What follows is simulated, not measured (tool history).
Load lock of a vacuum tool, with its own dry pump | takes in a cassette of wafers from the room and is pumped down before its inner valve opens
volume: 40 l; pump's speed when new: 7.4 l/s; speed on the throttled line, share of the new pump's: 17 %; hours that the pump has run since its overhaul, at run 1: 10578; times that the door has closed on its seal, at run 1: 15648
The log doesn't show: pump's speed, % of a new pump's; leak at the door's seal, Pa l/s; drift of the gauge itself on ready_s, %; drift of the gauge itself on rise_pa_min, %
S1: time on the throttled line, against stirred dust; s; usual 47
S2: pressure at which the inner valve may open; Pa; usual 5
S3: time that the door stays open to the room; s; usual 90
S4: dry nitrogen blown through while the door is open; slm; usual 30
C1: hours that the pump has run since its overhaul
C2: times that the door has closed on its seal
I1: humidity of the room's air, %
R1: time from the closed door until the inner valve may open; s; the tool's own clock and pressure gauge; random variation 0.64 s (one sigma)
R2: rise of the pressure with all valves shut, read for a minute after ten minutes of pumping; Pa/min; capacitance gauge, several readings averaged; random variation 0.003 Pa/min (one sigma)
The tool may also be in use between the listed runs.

run 1 hour=0.0 | S1=47 S2=5 S3=90 S4=30 | C1=10578 C2=15648 | I1=43.8 | R1=103.3 R2=0.056
run 2 hour=133.8 | S1=47 S2=5 S3=90 S4=30 | C1=10712 C2=16023 | I1=46.5 | R1=104.0 R2=0.053
run 3 hour=220.3 | S1=47 S2=5 S3=90 S4=30 | C1=10799 C2=16266 | I1=44.8 | R1=103.6 R2=0.056
run 4 hour=288.8 | S1=47 S2=5 S3=90 S4=30 | C1=10867 C2=16458 | I1=48.2 | R1=104.5 R2=0.055
run 5 hour=375.9 | S1=47 S2=5 S3=90 S4=30 | C1=10954 C2=16702 | I1=45.7 | R1=105.1 R2=0.056
run 6 hour=502.4 | S1=47 S2=5 S3=90 S4=30 | C1=11081 C2=17057 | I1=45.6 | R1=104.7 R2=0.054
run 7 hour=637.3 | S1=47 S2=5 S3=90 S4=20 | C1=11216 C2=17435 | I1=41.3 | R1=103.6 R2=0.064
run 8 hour=732.1 | S1=47 S2=5 S3=90 S4=30 | C1=11311 C2=17701 | I1=46.2 | R1=104.5 R2=0.059
run 9 hour=800.7 | S1=47 S2=5 S3=90 S4=30 | C1=11379 C2=17893 | I1=48.4 | R1=104.3 R2=0.056
run 10 hour=912.1 | S1=47 S2=5 S3=90 S4=30 | C1=11491 C2=18206 | I1=45.1 | R1=104.1 R2=0.058
run 11 hour=996.0 | S1=47 S2=5 S3=90 S4=34 | C1=11574 C2=18441 | I1=44.0 | R1=103.7 R2=0.053
run 12 hour=1063.0 | S1=47 S2=5 S3=90 S4=34 | C1=11641 C2=18629 | I1=46.4 | R1=103.2 R2=0.056
run 13 hour=1146.7 | S1=47 S2=5 S3=28 S4=30 | C1=11725 C2=18864 | I1=45.2 | R1=105.3 R2=0.042
run 14 hour=1229.0 | S1=47 S2=7 S3=90 S4=30 | C1=11807 C2=19095 | I1=47.1 | R1=100.5 R2=0.066
run 15 hour=1332.7 | S1=47 S2=7 S3=90 S4=30 | C1=11911 C2=19386 | I1=46.5 | R1=102.4 R2=0.062
run 16 hour=1420.5 | S1=47 S2=5 S3=90 S4=30 | C1=11999 C2=19632 | I1=43.3 | R1=104.9 R2=0.057
run 17 hour=1546.6 | S1=47 S2=5 S3=90 S4=30 | C1=12125 C2=19985 | I1=45.4 | R1=104.3 R2=0.062
run 18 hour=1686.5 | S1=47 S2=5 S3=90 S4=30 | C1=12265 C2=20378 | I1=43.1 | R1=105.8 R2=0.060
run 19 hour=1785.3 | S1=47 S2=5 S3=90 S4=25 | C1=12364 C2=20655 | I1=45.6 | R1=106.3 R2=0.066
run 20 hour=1882.7 | S1=47 S2=4 S3=90 S4=25 | C1=12461 C2=20928 | I1=45.6 | R1=107.6 R2=0.064
run 21 hour=1945.0 | S1=91 S2=5 S3=194 S4=11 | C1=12523 C2=21103 | I1=47.1 | R1=141.6 R2=0.110
run 22 hour=2043.7 | S1=58 S2=6 S3=222 S4=8 | C1=12622 C2=21380 | I1=43.4 | R1=114.3 R2=0.120
run 23 hour=2120.4 | S1=58 S2=6 S3=180 S4=8 | C1=12699 C2=21595 | I1=48.2 | R1=113.8 R2=0.115
run 24 hour=2258.9 | S1=52 S2=6 S3=180 S4=7 | C1=12837 C2=21983 | I1=45.1 | R1=108.6 R2=0.114
run 25 hour=2401.1 | S1=52 S2=6 S3=180 S4=7 | C1=12980 C2=22382 | I1=43.8 | R1=109.0 R2=0.124
run 26 hour=2529.4 | S1=52 S2=9 S3=128 S4=14 | C1=13108 C2=22742 | I1=46.5 | R1=106.3 R2=0.094
run 27 hour=2634.6 | S1=52 S2=7 S3=47 S4=14 | C1=13213 C2=23037 | I1=46.7 | R1=107.7 R2=0.074
run 28 hour=2761.3 | S1=52 S2=7 S3=47 S4=14 | C1=13340 C2=23392 | I1=46.4 | R1=108.3 R2=0.073
run 29 hour=2891.9 | S1=47 S2=5 S3=90 S4=6 | C1=13470 C2=23758 | I1=45.1 | R1=106.2 R2=0.105
run 30 hour=3014.3 | S1=55 S2=5 S3=84 S4=41 | C1=13593 C2=24102 | I1=43.2 | R1=113.5 R2=0.064
run 31 hour=3150.4 | S1=47 S2=8 S3=90 S4=31 | C1=13729 C2=24483 | I1=44.6 | R1=103.7 R2=0.068
run 32 hour=3273.5 | S1=27 S2=6 S3=90 S4=9 | C1=13852 C2=24828 | I1=48.9 | R1=90.0 R2=0.104
run 33 hour=3370.4 | S1=56 S2=5 S3=30 S4=44 | C1=13949 C2=25100 | I1=44.1 | R1=114.6 R2=0.056
run 34 hour=3507.8 | S1=47 S2=9 S3=90 S4=30 | C1=14086 C2=25486 | I1=46.0 | R1=102.9 R2=0.069
run 35 hour=3632.1 | S1=70 S2=9 S3=60 S4=30 | C1=14211 C2=25834 | I1=45.1 | R1=121.4 R2=0.070
run 36 hour=3716.1 | S1=31 S2=8 S3=108 S4=28 | C1=14294 C2=26070 | I1=45.4 | R1=91.6 R2=0.078
run 37 hour=3842.4 | S1=87 S2=7 S3=218 S4=34 | C1=14421 C2=26424 | I1=43.3 | R1=136.2 R2=0.084

Forecast each of these 3 alternatives for the next run:
run A hour=3941.9 | S1=47 S2=7 S3=36 S4=34 | C1=14520 C2=26703 | I1=42.7 | R1=? R2=?
run B hour=3941.9 | S1=33 S2=5 S3=107 S4=24 | C1=14520 C2=26703 | I1=44.6 | R1=? R2=?
run C hour=3941.9 | S1=44 S2=5 S3=90 S4=30 | C1=14520 C2=26703 | I1=45.8 | R1=? R2=?

run=A R1=104.1 R2=0.062
run=B R1=96.9 R2=0.083
run=C R1=106.7 R2=0.082
Without the tool's hidden state the same runs would have given:
run=A R1=90.7 R2=0.022
run=B R1=82.0 R2=0.044
run=C R1=92.2 R2=0.042
